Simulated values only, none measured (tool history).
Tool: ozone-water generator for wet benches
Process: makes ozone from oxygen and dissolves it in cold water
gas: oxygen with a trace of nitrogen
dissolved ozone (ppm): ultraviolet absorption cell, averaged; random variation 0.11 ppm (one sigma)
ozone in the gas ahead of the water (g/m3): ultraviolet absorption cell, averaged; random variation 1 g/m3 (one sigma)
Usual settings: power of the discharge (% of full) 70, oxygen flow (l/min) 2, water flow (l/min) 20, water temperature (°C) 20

| run | hour | power of the discharge (% of full) | oxygen flow (l/min) | water flow (l/min) | water temperature (°C) | dissolved ozone (ppm) | ozone in the gas ahead of the water (g/m3) |
|---|---|---|---|---|---|---|---|
| 1 | 0 | 70 | 2 | 20 | 20 | 8 | 179.8 |
| 2 | 72.1 | 70 | 2 | 20 | 20 | 7.7 | 176.7 |
| 3 | 133.4 | 70 | 2 | 20 | 20 | 7.8 | 175.6 |
| 4 | 181.4 | 70 | 2 | 20 | 20 | 7.8 | 177.6 |
| 5 | 262.9 | 70 | 2 | 20 | 20 | 7.6 | 176.5 |
| 6 | 348.9 | 70 | 2 | 20 | 20 | 7.7 | 174.3 |
| 7 | 408.3 | 70 | 2 | 20 | 20 | 7.8 | 175.4 |
| 8 | 455.7 | 70 | 2 | 20 | 20 | 7.9 | 174.7 |
| 9 | 535 | 70 | 2 | 14 | 20 | 11.1 | 175.2 |
| 10 | 607.4 | 70 | 2 | 14 | 20 | 11.1 | 174.3 |
| 11 | 694.3 | 77 | 1.13 | 15 | 24 | 10.2 | 268.1 |
| 12 | 746.6 | 77 | 1.13 | 15 | 15 | 10.6 | 265.8 |
| 13 | 822.8 | 97 | 1.13 | 15 | 15 | 12.6 | 318.7 |
| 14 | 898 | 45 | 2 | 20 | 19 | 5.4 | 124.3 |
| 15 | 942.9 | 42 | 2 | 27 | 12 | 3.8 | 117.4 |
| 16 | 1002.3 | 42 | 2 | 27 | 25 | 3.5 | 117.9 |

Forecast each of these 3 alternatives for the next run:
| A | 1055.3 | 42 | 2 | 13 | 23 | ? | ? |
| B | 1055.3 | 42 | 2.3 | 15 | 15 | ? | ? |
| C | 1055.3 | 52 | 2 | 27 | 25 | ? | ? |

| run | dissolved ozone (ppm) | ozone in the gas ahead of the water (g/m3) |
|---|---|---|
| A | 7.7 | 117.4 |
| B | 7.4 | 107.2 |
| C | 4.2 | 136.9 |
Without the tool's hidden state the same runs would have given:
| run | dissolved ozone (ppm) | ozone in the gas ahead of the water (g/m3) |
|---|---|---|
| A | 8.3 | 120.9 |
| B | 8 | 110.4 |
| C | 4.7 | 142.2 |
